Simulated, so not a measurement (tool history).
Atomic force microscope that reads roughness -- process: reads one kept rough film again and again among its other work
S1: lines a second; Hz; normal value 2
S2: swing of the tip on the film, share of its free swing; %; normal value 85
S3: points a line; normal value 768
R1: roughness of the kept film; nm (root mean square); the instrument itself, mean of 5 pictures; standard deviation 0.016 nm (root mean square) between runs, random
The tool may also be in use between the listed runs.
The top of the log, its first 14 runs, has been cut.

run 15 hour=354.7 | S1=2 S2=67 S3=768 | R1=3.924
run 16 hour=388.5 | S1=2.29 S2=64 S3=300 | R1=3.939
run 17 hour=417.1 | S1=2.29 S2=64 S3=300 | R1=3.917
run 18 hour=449 | S1=2.29 S2=64 S3=300 | R1=3.955
run 19 hour=475.4 | S1=2.29 S2=64 S3=300 | R1=3.92
run 20 hour=512.2 | S1=0.51 S2=72 S3=791 | R1=4.024
run 21 hour=538.5 | S1=0.51 S2=72 S3=791 | R1=4.005
run 22 hour=557.4 | S1=0.52 S2=72 S3=768 | R1=4.005
run 23 hour=580.9 | S1=2 S2=85 S3=518 | R1=3.741

Estimate the outcome of run 24 from the log above:
run 24 hour=595.9 | S1=2 S2=60 S3=308 | R1=?

{"run 24": {"R1": 3.991}}
If the tool had no hidden condition, the same run with the same run-to-run variation would have returned R1 3.997 nm (root mean square).

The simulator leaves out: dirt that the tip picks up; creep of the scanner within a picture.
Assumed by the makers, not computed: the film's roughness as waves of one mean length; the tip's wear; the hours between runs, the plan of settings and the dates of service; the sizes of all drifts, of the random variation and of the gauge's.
